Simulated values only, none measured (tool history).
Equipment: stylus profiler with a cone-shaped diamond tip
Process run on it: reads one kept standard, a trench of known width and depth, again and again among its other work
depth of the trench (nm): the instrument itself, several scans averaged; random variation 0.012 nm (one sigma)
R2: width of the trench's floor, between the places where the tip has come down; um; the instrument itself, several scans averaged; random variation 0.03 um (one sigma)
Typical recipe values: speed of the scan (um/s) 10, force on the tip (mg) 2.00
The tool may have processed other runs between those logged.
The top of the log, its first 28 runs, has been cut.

{"run": 29, "hour": 1681.7, "speed of the scan (um/s)": 10, "force on the tip (mg)": 5.87, "depth of the trench (nm)": 102.42, "R2": 17.79}
{"hour": 1694.2, "done": "height scale calibrated on a step standard, once more"}
{"run": 30, "hour": 1743.5, "speed of the scan (um/s)": 10, "force on the tip (mg)": 5.87, "depth of the trench (nm)": 102.29, "R2": 17.81}
{"run": 31, "hour": 1833.0, "speed of the scan (um/s)": 10, "force on the tip (mg)": 5.87, "depth of the trench (nm)": 102.27, "R2": 17.76}
{"hour": 1856.7, "done": "new tip fitted, height scale calibrated"}
{"run": 32, "hour": 1914.2, "speed of the scan (um/s)": 10, "force on the tip (mg)": 5.87, "depth of the trench (nm)": 102.25, "R2": 18.49}
{"run": 33, "hour": 1963.9, "speed of the scan (um/s)": 21, "force on the tip (mg)": 1.39, "depth of the trench (nm)": 100.83, "R2": 18.41}
{"run": 34, "hour": 2053.9, "speed of the scan (um/s)": 10, "force on the tip (mg)": 4.54, "depth of the trench (nm)": 101.9, "R2": 18.42}
{"run": 35, "hour": 2091.5, "speed of the scan (um/s)": 10, "force on the tip (mg)": 4.11, "depth of the trench (nm)": 101.78, "R2": 18.38}
{"run": 36, "hour": 2175.6, "speed of the scan (um/s)": 10, "force on the tip (mg)": 4.11, "depth of the trench (nm)": 101.78, "R2": 18.43}
{"run": 37, "hour": 2255.2, "speed of the scan (um/s)": 7, "force on the tip (mg)": 0.89, "depth of the trench (nm)": 100.64, "R2": 18.24}
{"run": 38, "hour": 2294.6, "speed of the scan (um/s)": 7, "force on the tip (mg)": 0.89, "depth of the trench (nm)": 100.65, "R2": 18.27}
{"run": 39, "hour": 2357.8, "speed of the scan (um/s)": 3, "force on the tip (mg)": 1.47, "depth of the trench (nm)": 100.89, "R2": 18.3}
{"run": 40, "hour": 2426.7, "speed of the scan (um/s)": 3, "force on the tip (mg)": 1.47, "depth of the trench (nm)": 100.89, "R2": 18.25}
{"run": 41, "hour": 2510.0, "speed of the scan (um/s)": 7, "force on the tip (mg)": 1.88, "depth of the trench (nm)": 101.07, "R2": 18.18}
{"run": 42, "hour": 2568.1, "speed of the scan (um/s)": 10, "force on the tip (mg)": 0.72, "depth of the trench (nm)": 100.55, "R2": 18.13}
{"run": 43, "hour": 2613.4, "speed of the scan (um/s)": 10, "force on the tip (mg)": 0.72, "depth of the trench (nm)": 100.53, "R2": 18.03}

Predict each of these 5 candidate next runs independently; none follows another, all start after run 43:
{"run": "A", "hour": 2675.6, "speed of the scan (um/s)": 6, "force on the tip (mg)": 0.72, "depth of the trench (nm)": "?", "R2": "?"}
{"run": "B", "hour": 2675.6, "speed of the scan (um/s)": 3, "force on the tip (mg)": 5.46, "depth of the trench (nm)": "?", "R2": "?"}
{"run": "C", "hour": 2675.6, "speed of the scan (um/s)": 3, "force on the tip (mg)": 2.0, "depth of the trench (nm)": "?", "R2": "?"}
{"run": "D", "hour": 2675.6, "speed of the scan (um/s)": 17, "force on the tip (mg)": 2.09, "depth of the trench (nm)": "?", "R2": "?"}
{"run": "E", "hour": 2675.6, "speed of the scan (um/s)": 4, "force on the tip (mg)": 0.71, "depth of the trench (nm)": "?", "R2": "?"}

run=A depth_of_the_trench_(nm)=100.58 R2=18.11
run=B depth_of_the_trench_(nm)=102.18 R2=18.13
run=C depth_of_the_trench_(nm)=101.12 R2=18.17
run=D depth_of_the_trench_(nm)=101.17 R2=18.02
run=E depth_of_the_trench_(nm)=100.54 R2=18.08
Without the tool's hidden state the same runs would have given:
run=A depth_of_the_trench_(nm)=100.58 R2=18.55
run=B depth_of_the_trench_(nm)=102.18 R2=18.56
run=C depth_of_the_trench_(nm)=101.12 R2=18.60
run=D depth_of_the_trench_(nm)=101.17 R2=18.45
run=E depth_of_the_trench_(nm)=100.54 R2=18.51
